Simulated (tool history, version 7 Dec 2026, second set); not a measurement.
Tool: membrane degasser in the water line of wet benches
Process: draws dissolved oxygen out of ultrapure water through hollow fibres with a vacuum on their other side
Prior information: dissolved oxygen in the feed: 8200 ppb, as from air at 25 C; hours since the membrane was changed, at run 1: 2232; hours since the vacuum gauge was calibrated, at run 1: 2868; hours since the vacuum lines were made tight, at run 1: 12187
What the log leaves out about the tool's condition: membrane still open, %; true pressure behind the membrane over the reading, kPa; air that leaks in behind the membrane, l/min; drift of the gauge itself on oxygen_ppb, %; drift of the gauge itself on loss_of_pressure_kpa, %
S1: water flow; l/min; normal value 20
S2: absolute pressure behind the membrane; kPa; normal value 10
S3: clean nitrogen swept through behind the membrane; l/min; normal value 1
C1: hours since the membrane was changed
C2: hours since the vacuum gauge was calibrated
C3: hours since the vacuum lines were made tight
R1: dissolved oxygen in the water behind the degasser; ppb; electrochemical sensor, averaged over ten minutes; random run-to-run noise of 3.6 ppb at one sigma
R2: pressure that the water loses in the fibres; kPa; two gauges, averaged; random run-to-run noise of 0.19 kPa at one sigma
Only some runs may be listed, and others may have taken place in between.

run 1 day=0 | S1=20 S2=10 S3=1 | C1=2232 C2=2868 C3=12187 | R1=359.1 R2=36.47
run 2 day=1.45 | S1=20 S2=10 S3=1 | C1=2267 C2=2903 C3=12222 | R1=360.2 R2=36.43
run 3 day=3.633 | S1=17 S2=10 S3=1 | C1=2319 C2=2956 C3=12274 | R1=305.2 R2=31.02
run 4 day=4.862 | S1=17 S2=10 S3=1 | C1=2349 C2=2985 C3=12304 | R1=302.4 R2=30.86
run 5 day=6.283 | S1=20 S2=10 S3=0.56 | C1=2383 C2=3019 C3=12338 | R1=537 R2=36.21
run 6 day=8.642 | S1=20 S2=10 S3=0.56 | C1=2440 C2=3076 C3=12394 | R1=535.2 R2=35.98
run 7 day=11.058 | S1=12 S2=10 S3=1 | C1=2498 C2=3134 C3=12452 | R1=208.7 R2=21.86
run 8 day=13.292 | S1=12 S2=10 S3=1 | C1=2551 C2=3187 C3=12506 | R1=214.3 R2=21.65
run 9 day=14.933 | S1=12 S2=10 S3=1 | C1=2591 C2=3227 C3=12545 | R1=208.6 R2=21.63
run 10 day=16.754 | S1=20 S2=10 S3=1 | C1=2634 C2=3271 C3=12589 | R1=364.3 R2=36.1
-- day=17.575 seals of the vacuum lines changed
run 11 day=18.004 | S1=20 S2=10 S3=1 | C1=2662 C2=3299 C3=10 | R1=363.5 R2=36.24
run 12 day=19.408 | S1=20 S2=10 S3=1 | C1=2696 C2=3332 C3=44 | R1=359.3 R2=35.96
run 13 day=20.842 | S1=20 S2=10 S3=1 | C1=2730 C2=3367 C3=78 | R1=359.9 R2=36.16
run 14 day=23.042 | S1=16 S2=15.5 S3=1 | C1=2783 C2=3419 C3=131 | R1=466.1 R2=28.81

Predict the results of run 15:
run 15 day=24.025 | S1=16 S2=15.5 S3=0.45 | C1=2807 C2=3443 C3=155 | R1=? R2=?

For run 15 the tool returned R1 880.9 ppb, R2 28.91 kPa.
With the hidden condition absent and the run-to-run variation left alone, this run would have shown R1 880.6 ppb, R2 28.9 kPa.
